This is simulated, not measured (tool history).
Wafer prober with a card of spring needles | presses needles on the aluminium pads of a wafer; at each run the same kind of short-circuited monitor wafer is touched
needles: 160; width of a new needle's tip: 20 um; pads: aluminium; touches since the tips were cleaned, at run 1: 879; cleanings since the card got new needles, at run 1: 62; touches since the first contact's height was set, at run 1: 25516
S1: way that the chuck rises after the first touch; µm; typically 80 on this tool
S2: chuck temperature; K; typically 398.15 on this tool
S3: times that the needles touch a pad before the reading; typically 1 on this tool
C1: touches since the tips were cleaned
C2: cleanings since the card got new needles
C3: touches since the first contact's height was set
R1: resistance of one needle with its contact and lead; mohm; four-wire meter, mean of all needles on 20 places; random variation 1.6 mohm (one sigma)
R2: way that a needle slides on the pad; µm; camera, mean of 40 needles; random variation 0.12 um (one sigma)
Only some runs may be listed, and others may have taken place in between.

{"run": 1, "hour": 0.0, "S1": 80, "S2": 398.15, "S3": 1, "C1": 879, "C2": 62, "C3": 25516, "R1": 152, "R2": 12.14}
{"hour": 5.7, "done": "tips cleaned on abrasive film"}
{"hour": 13.0, "done": "tips cleaned on abrasive film"}
{"run": 2, "hour": 16.8, "S1": 80, "S2": 398.15, "S3": 1, "C1": 1944, "C2": 64, "C3": 34004, "R1": 149, "R2": 12.17}
{"hour": 20.1, "done": "tips cleaned on abrasive film"}
{"hour": 27.3, "done": "tips cleaned on abrasive film"}
{"run": 3, "hour": 28.3, "S1": 80, "S2": 398.15, "S3": 1, "C1": 559, "C2": 66, "C3": 39800, "R1": 150, "R2": 12.12}
{"hour": 35.3, "done": "tips cleaned on abrasive film"}
{"run": 4, "hour": 41.7, "S1": 80, "S2": 398.15, "S3": 1, "C1": 3257, "C2": 67, "C3": 46550, "R1": 153, "R2": 12.05}
{"hour": 43.0, "done": "tips cleaned on abrasive film"}
{"hour": 50.1, "done": "tips cleaned on abrasive film"}
{"run": 5, "hour": 51.9, "S1": 80, "S2": 398.15, "S3": 1, "C1": 914, "C2": 69, "C3": 51671, "R1": 150, "R2": 12.06}
{"hour": 57.0, "done": "tips cleaned on abrasive film"}
{"hour": 64.2, "done": "tips cleaned on abrasive film"}
{"run": 6, "hour": 70.3, "S1": 80, "S2": 398.15, "S3": 1, "C1": 3088, "C2": 71, "C3": 60967, "R1": 152, "R2": 12.08}
{"hour": 71.7, "done": "tips cleaned on abrasive film"}
{"hour": 78.6, "done": "tips cleaned on abrasive film"}
{"hour": 86.6, "done": "tips cleaned on abrasive film"}
{"run": 7, "hour": 86.8, "S1": 80, "S2": 398.15, "S3": 2, "C1": 69, "C2": 74, "C3": 69244, "R1": 155, "R2": 12.07}
{"hour": 93.8, "done": "tips cleaned on abrasive film"}
{"run": 8, "hour": 99.8, "S1": 69, "S2": 398.15, "S3": 1, "C1": 3038, "C2": 75, "C3": 75851, "R1": 150, "R2": 10.55}
{"hour": 101.0, "done": "tips cleaned on abrasive film"}
{"hour": 109.0, "done": "tips cleaned on abrasive film"}
{"run": 9, "hour": 114.2, "S1": 69, "S2": 398.15, "S3": 1, "C1": 2664, "C2": 77, "C3": 83132, "R1": 151, "R2": 10.31}
{"hour": 115.9, "done": "tips cleaned on abrasive film"}
{"hour": 123.4, "done": "tips cleaned on abrasive film"}
{"hour": 130.5, "done": "tips cleaned on abrasive film"}
{"hour": 137.5, "done": "tips cleaned on abrasive film"}
{"run": 10, "hour": 137.5, "S1": 69, "S2": 398.15, "S3": 1, "C1": 0, "C2": 81, "C3": 94848, "R1": 153, "R2": 10.5}
{"hour": 145.2, "done": "tips cleaned on abrasive film"}
{"hour": 152.0, "done": "tips cleaned on abrasive film"}
{"run": 11, "hour": 155.0, "S1": 80, "S2": 398.15, "S3": 1, "C1": 1518, "C2": 83, "C3": 103672, "R1": 149, "R2": 12.11}
{"hour": 159.6, "done": "tips cleaned on abrasive film"}
{"hour": 167.2, "done": "tips cleaned on abrasive film"}
{"run": 12, "hour": 172.7, "S1": 79, "S2": 374.15, "S3": 1, "C1": 2850, "C2": 85, "C3": 112624, "R1": 148, "R2": 11.85}
{"hour": 174.4, "done": "tips cleaned on abrasive film"}
{"hour": 182.5, "done": "tips cleaned on abrasive film"}
{"run": 13, "hour": 187.9, "S1": 83, "S2": 304.15, "S3": 3, "C1": 2724, "C2": 87, "C3": 120256, "R1": 138, "R2": 12.41}
{"hour": 189.6, "done": "tips cleaned on abrasive film"}
{"hour": 196.8, "done": "tips cleaned on abrasive film"}
{"run": 14, "hour": 203.0, "S1": 77, "S2": 371.15, "S3": 2, "C1": 3143, "C2": 89, "C3": 127892, "R1": 150, "R2": 11.6}
{"hour": 204.7, "done": "tips cleaned on abrasive film"}
{"hour": 212.2, "done": "tips cleaned on abrasive film"}
{"hour": 220.2, "done": "tips cleaned on abrasive film"}
{"run": 15, "hour": 225.7, "S1": 74, "S2": 337.15, "S3": 1, "C1": 2803, "C2": 92, "C3": 139345, "R1": 144, "R2": 11.24}
{"hour": 227.1, "done": "tips cleaned on abrasive film"}
{"hour": 234.4, "done": "tips cleaned on abrasive film"}
{"run": 16, "hour": 237.6, "S1": 80, "S2": 321.15, "S3": 2, "C1": 1612, "C2": 94, "C3": 145299, "R1": 139, "R2": 12.11}
{"hour": 242.4, "done": "tips cleaned on abrasive film"}
{"run": 17, "hour": 248.2, "S1": 62, "S2": 302.15, "S3": 2, "C1": 2995, "C2": 95, "C3": 150711, "R1": 141, "R2": 9.29}
{"hour": 249.9, "done": "tips cleaned on abrasive film"}
{"hour": 257.1, "done": "tips cleaned on abrasive film"}
{"hour": 264.2, "done": "tips cleaned on abrasive film"}
{"run": 18, "hour": 267.6, "S1": 62, "S2": 302.15, "S3": 2, "C1": 1745, "C2": 98, "C3": 160455, "R1": 138, "R2": 9.28}
{"hour": 271.9, "done": "tips cleaned on abrasive film"}
{"hour": 279.1, "done": "tips cleaned on abrasive film"}
{"hour": 287.0, "done": "tips cleaned on abrasive film"}
{"run": 19, "hour": 288.3, "S1": 85, "S2": 398.15, "S3": 1, "C1": 658, "C2": 101, "C3": 170874, "R1": 150, "R2": 12.94}
{"hour": 294.6, "done": "tips cleaned on abrasive film"}
{"hour": 301.9, "done": "tips cleaned on abrasive film"}
{"hour": 309.3, "done": "tips cleaned on abrasive film"}
{"run": 20, "hour": 310.9, "S1": 85, "S2": 398.15, "S3": 1, "C1": 798, "C2": 104, "C3": 182270, "R1": 148, "R2": 12.82}
{"hour": 317.4, "done": "tips cleaned on abrasive film"}
{"hour": 325.4, "done": "tips cleaned on abrasive film"}
{"run": 21, "hour": 328.2, "S1": 85, "S2": 398.15, "S3": 1, "C1": 1432, "C2": 106, "C3": 191002, "R1": 153, "R2": 12.82}

Hidden condition of the tool, last listed run before each entry between runs versus first listed run after:
After run 1, before run 2: tips cleaned on abrasive film (hour 5.7); tips cleaned on abrasive film (hour 13.0)
  debris on the tips, nm: 0.6 -> 1
After run 2, before run 3: tips cleaned on abrasive film (hour 20.1); tips cleaned on abrasive film (hour 27.3)
  debris on the tips, nm: 1 -> 0.4
After run 3, before run 4: tips cleaned on abrasive film (hour 35.3)
  debris on the tips, nm: 0.4 -> 1.4; way that the needles fall short of the set height, um: 0.01 -> 0.02
After run 4, before run 5: tips cleaned on abrasive film (hour 43.0); tips cleaned on abrasive film (hour 50.1)
  debris on the tips, nm: 1.4 -> 0.5
After run 5, before run 6: tips cleaned on abrasive film (hour 57.0); tips cleaned on abrasive film (hour 64.2)
  debris on the tips, nm: 0.5 -> 1.5
After run 6, before run 7: tips cleaned on abrasive film (hour 71.7); tips cleaned on abrasive film (hour 78.6); tips cleaned on abrasive film (hour 86.6)
  debris on the tips, nm: 1.5 -> 0.2
After run 7, before run 8: tips cleaned on abrasive film (hour 93.8)
  debris on the tips, nm: 0.2 -> 1.4; way that the needles fall short of the set height, um: 0.02 -> 0.03
After run 8, before run 9: tips cleaned on abrasive film (hour 101.0); tips cleaned on abrasive film (hour 109.0)
  debris on the tips, nm: 1.4 -> 1.3
After run 9, before run 10: tips cleaned on abrasive film (hour 115.9); tips cleaned on abrasive film (hour 123.4); tips cleaned on abrasive film (hour 130.5); tips cleaned on abrasive film (hour 137.5)
  debris on the tips, nm: 1.3 -> 0.1; tips' diameter, um: 20.03 -> 20.04
After run 10, before run 11: tips cleaned on abrasive film (hour 145.2); tips cleaned on abrasive film (hour 152.0)
  debris on the tips, nm: 0.1 -> 0.8; way that the needles fall short of the set height, um: 0.03 -> 0.04
After run 11, before run 12: tips cleaned on abrasive film (hour 159.6); tips cleaned on abrasive film (hour 167.2)
  debris on the tips, nm: 0.8 -> 1.4
After run 12, before run 13: tips cleaned on abrasive film (hour 174.4); tips cleaned on abrasive film (hour 182.5)
  the hidden state is the same at both runs
After run 13, before run 14: tips cleaned on abrasive film (hour 189.6); tips cleaned on abrasive film (hour 196.8)
  the hidden state is the same at both runs
After run 14, before run 15: tips cleaned on abrasive film (hour 204.7); tips cleaned on abrasive film (hour 212.2); tips cleaned on abrasive film (hour 220.2)
  way that the needles fall short of the set height, um: 0.04 -> 0.05
After run 15, before run 16: tips cleaned on abrasive film (hour 227.1); tips cleaned on abrasive film (hour 234.4)
  debris on the tips, nm: 1.4 -> 0.9
After run 16, before run 17: tips cleaned on abrasive film (hour 242.4)
  debris on the tips, nm: 0.9 -> 1.3
After run 17, before run 18: tips cleaned on abrasive film (hour 249.9); tips cleaned on abrasive film (hour 257.1); tips cleaned on abrasive film (hour 264.2)
  debris on the tips, nm: 1.3 -> 1; way that the needles fall short of the set height, um: 0.05 -> 0.06
After run 18, before run 19: tips cleaned on abrasive film (hour 271.9); tips cleaned on abrasive film (hour 279.1); tips cleaned on abrasive film (hour 287.0)
  debris on the tips, nm: 1 -> 0.4
After run 19, before run 20: tips cleaned on abrasive film (hour 294.6); tips cleaned on abrasive film (hour 301.9); tips cleaned on abrasive film (hour 309.3)
  debris on the tips, nm: 0.4 -> 0.5; tips' diameter, um: 20.04 -> 20.05
After run 20, before run 21: tips cleaned on abrasive film (hour 317.4); tips cleaned on abrasive film (hour 325.4)
  debris on the tips, nm: 0.5 -> 0.9; way that the needles fall short of the set height, um: 0.06 -> 0.07

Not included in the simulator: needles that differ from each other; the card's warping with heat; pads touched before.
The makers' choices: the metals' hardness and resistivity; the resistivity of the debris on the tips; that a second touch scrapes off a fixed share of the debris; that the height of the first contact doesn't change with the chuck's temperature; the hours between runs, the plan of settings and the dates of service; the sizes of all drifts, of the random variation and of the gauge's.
